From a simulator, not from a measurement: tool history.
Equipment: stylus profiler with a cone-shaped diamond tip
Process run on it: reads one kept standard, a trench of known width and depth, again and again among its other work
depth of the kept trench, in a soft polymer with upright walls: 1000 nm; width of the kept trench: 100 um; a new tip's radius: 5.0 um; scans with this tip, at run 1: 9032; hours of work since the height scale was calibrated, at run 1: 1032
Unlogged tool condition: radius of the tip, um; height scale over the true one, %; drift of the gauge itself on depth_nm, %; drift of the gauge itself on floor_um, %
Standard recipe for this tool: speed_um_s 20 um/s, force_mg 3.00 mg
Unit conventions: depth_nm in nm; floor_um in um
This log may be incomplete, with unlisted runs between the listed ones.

run	hour	speed_um_s	force_mg	scans with this tip	hours of work since the height scale was calibrated	depth_nm	floor_um
1	0.0	20	3.00	9032	1032	1023.17	90.45
2	14.6	20	3.00	9103	1040	1022.88	90.42
3	36.9	75	3.00	9210	1052	1023.39	90.27
4	49.3	75	3.00	9270	1059	1023.59	90.25
5	73.0	14	3.00	9385	1072	1023.67	90.37
6	100.3	20	1.16	9517	1087	1015.08	90.22
7	121.5	20	1.16	9620	1099	1015.24	90.24
8	142.0	49	1.16	9719	1110	1015.28	90.08
9	163.0	49	1.16	9820	1122	1015.36	90.05
10	176.6	49	1.16	9886	1129	1015.52	90.05
11	191.6	20	3.00	9959	1138	1023.57	90.22
12	205.1	20	3.00	10024	1145	1023.95	90.14
13	221.8	20	3.00	10105	1154	1023.71	90.11
14	247.5	20	3.00	10229	1169	1023.98	90.08
15	269.4	20	4.46	10336	1181	1029.00	90.04
16	289.3	20	3.00	10432	1192	1024.17	90.01
17	305.9	20	3.00	10512	1201	1024.16	89.95
18	329.9	20	3.00	10628	1214	1023.87	89.96
19	349.5	20	3.00	10723	1225	1024.13	89.93
20	376.3	20	3.00	10853	1240	1024.33	89.88
21	397.2	20	1.53	10954	1251	1018.06	89.82
22	424.2	20	4.51	11085	1266	1029.71	89.83
23	443.4	71	2.99	11178	1277	1023.91	89.68
24	470.2	19	3.66	11307	1292	1027.29	89.76
25	487.9	19	3.66	11393	1302	1027.15	89.71
26	506.3	19	3.66	11482	1312	1027.23	89.75
27	523.5	15	1.89	11565	1321	1019.97	89.65
28	541.0	15	1.89	11650	1331	1020.12	89.66
29	553.9	26	3.09	11713	1338	1025.22	89.65
30	574.4	26	3.09	11812	1349	1025.50	89.55
# hour 588.6: new tip fitted, height scale calibrated
31	602.3	26	3.09	66	8	1017.84	93.95
32	625.6	26	3.09	179	20	1017.64	93.93
33	645.9	26	3.09	277	32	1018.02	93.82
34	667.3	6	2.18	381	44	1014.47	93.91
35	679.4	31	1.38	439	50	1010.45	93.75
36	693.5	29	1.59	507	58	1011.79	93.70
37	705.5	29	1.59	565	65	1011.71	93.71
38	729.6	8	6.54	682	78	1029.95	93.70
39	745.9	78	1.83	761	87	1012.80	93.42
40	772.8	78	2.50	891	102	1015.57	93.41
41	800.5	78	2.50	1025	117	1015.82	93.35
42	816.0	14	1.67	1100	126	1012.00	93.44
43	837.2	23	5.78	1203	137	1028.26	93.44

How would selected steps in depth_nm from run to run divide? Give the signed amount a tool lacking its hidden state would still show from settings, what came in and random variation, and the signed amount left for the hidden state, including any gauge scatter that is not in both of the compared results.
Run 21 -> 22: force_mg 1.53 -> 4.51. depth_nm +11.65 nm: hidden state +0.16, all else +11.49.
Run 23 -> 24: speed_um_s 71 -> 19, force_mg 2.99 -> 3.66. depth_nm +3.38 nm: hidden state +0.10, all else +3.28.
Run 30 -> 31: new tip fitted, height scale calibrated. depth_nm -7.66 nm: hidden state -7.36, all else -0.30.
Run 37 -> 38: speed_um_s 29 -> 8, force_mg 1.59 -> 6.54. depth_nm +18.24 nm: hidden state +0.08, all else +18.16.
Run 38 -> 39: speed_um_s 8 -> 78, force_mg 6.54 -> 1.83. depth_nm -17.15 nm: hidden state +0.04, all else -17.19.
Run 42 -> 43: speed_um_s 14 -> 23, force_mg 1.67 -> 5.78. depth_nm +16.26 nm: hidden state +0.07, all else +16.19.
